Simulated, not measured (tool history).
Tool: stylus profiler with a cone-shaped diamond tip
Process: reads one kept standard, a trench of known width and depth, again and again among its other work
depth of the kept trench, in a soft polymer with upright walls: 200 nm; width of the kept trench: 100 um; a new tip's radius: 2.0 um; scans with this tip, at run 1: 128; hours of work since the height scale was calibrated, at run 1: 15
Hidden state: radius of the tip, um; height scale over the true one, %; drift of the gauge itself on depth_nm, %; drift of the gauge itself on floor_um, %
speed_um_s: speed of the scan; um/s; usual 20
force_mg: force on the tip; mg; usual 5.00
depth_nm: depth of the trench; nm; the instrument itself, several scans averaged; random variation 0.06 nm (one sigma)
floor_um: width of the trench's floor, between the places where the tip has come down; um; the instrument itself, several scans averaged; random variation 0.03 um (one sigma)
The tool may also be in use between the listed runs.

run    hour  speed_um_s  force_mg  scans with this tip  hours of work since the height scale was calibrated  depth_nm  floor_um
  1     0.0          20      5.00                  128                                                   15    204.78     98.20
  2    16.2          11      5.00                  196                                                   23    204.85     98.20
  3    46.2          11      7.85                  324                                                   38    206.57     98.29
  4    76.2          20      5.00                  451                                                   53    204.85     98.20
  5    88.4          20      5.00                  503                                                   59    204.90     98.17
  6   102.2          20     13.08                  561                                                   66    209.17     98.20
  7   126.4          20     13.08                  664                                                   78    209.23     98.17
  8   153.2          20     13.08                  778                                                   91    209.23     98.20
  9   168.1          62      5.00                  841                                                   99    204.74     97.95
 10   193.1          20      5.00                  947                                                  111    204.92     98.15
 11   205.2          20      4.20                  998                                                  117    204.33     98.12
 12   233.1          20      4.20                 1116                                                  131    204.30     98.14
 13   262.6          20      4.20                 1242                                                  146    204.22     98.14
 14   287.4          76      5.00                 1347                                                  158    204.70     97.83
 15   316.6          76      5.00                 1470                                                  172    204.78     97.88
 16   338.0           6      5.00                 1561                                                  183    204.68     98.18
 17   356.6          20      5.00                 1640                                                  192    204.72     98.15
 18   382.1          20      5.00                 1748                                                  205    204.71     98.10
 19   403.9          20      5.00                 1841                                                  216    204.64     98.14
 20   432.0          20      5.00                 1960                                                  230    204.65     98.19
 21   459.1          20      5.00                 2075                                                  243    204.62     98.07
 22   483.5          20      5.00                 2179                                                  255    204.61     98.11
 23   510.3          20      5.00                 2292                                                  269    204.62     98.08
 24   538.0          20      5.00                 2410                                                  282    204.58     98.06
 25   553.0          12      2.28                 2473                                                  290    202.54     98.07
 26   579.5           6      1.84                 2586                                                  303    202.21     98.13
 27   607.9          20      3.37                 2706                                                  317    203.47     98.11
 28   628.1          20      3.37                 2792                                                  327    203.55     98.05
 29   642.9           6      1.96                 2854                                                  335    202.39     98.08
 30   663.3          22      6.62                 2941                                                  345    205.62     98.06
 31   678.6           7     11.47                 3006                                                  352    208.02     98.11
 32   704.4          22      1.91                 3115                                                  365    202.28     98.04
      706.4  -- height scale calibrated on a step standard
 33   719.4          22      1.91                 3177                                                    6    202.27     97.96
 34   734.6          24      5.21                 3241                                                   14    204.52     98.03
 35   751.9          24      5.21                 3314                                                   23    204.56     98.01
 36   769.8          36      5.01                 3390                                                   31    204.41     97.91
      785.7  -- height scale calibrated on a step standard, once more
 37   793.0          36      5.01                 3487                                                    4    204.82     97.96
 38   816.6          36      5.01                 3587                                                   15    204.91     98.00
 39   832.8          30      9.91                 3655                                                   23    207.65     98.01
 40   860.2          13      1.89                 3772                                                   37    202.34     97.99
 41   884.7          25      2.09                 3876                                                   49    202.62     97.99
 42   897.6          28      2.09                 3931                                                   56    202.74     97.86
 43   927.6          28      2.09                 4058                                                   70    202.60     97.87
 44   948.5          67      2.93                 4146                                                   81    203.42     97.66
 45   966.9          20      6.15                 4225                                                   90    205.49     97.99
 46   995.7          21      7.18                 4347                                                  104    206.13     98.05
 47  1013.2          33      5.00                 4421                                                  113    204.78     97.99

3 ways to go on from here, each from the tool as it stands after run 47. What would each give?
  A  1031.6          12      5.00                 4499                                                  122         ?         ?
  B  1031.6          33      3.51                 4499                                                  122         ?         ?
  C  1031.6           8      5.00                 4499                                                  122         ?         ?

run  depth_nm  floor_um
  A    204.83     98.03
  B    203.73     97.88
  C    204.80     98.03
Without the tool's hidden state the same runs would have given:
run  depth_nm  floor_um
  A    204.89     98.21
  B    203.79     98.06
  C    204.86     98.20
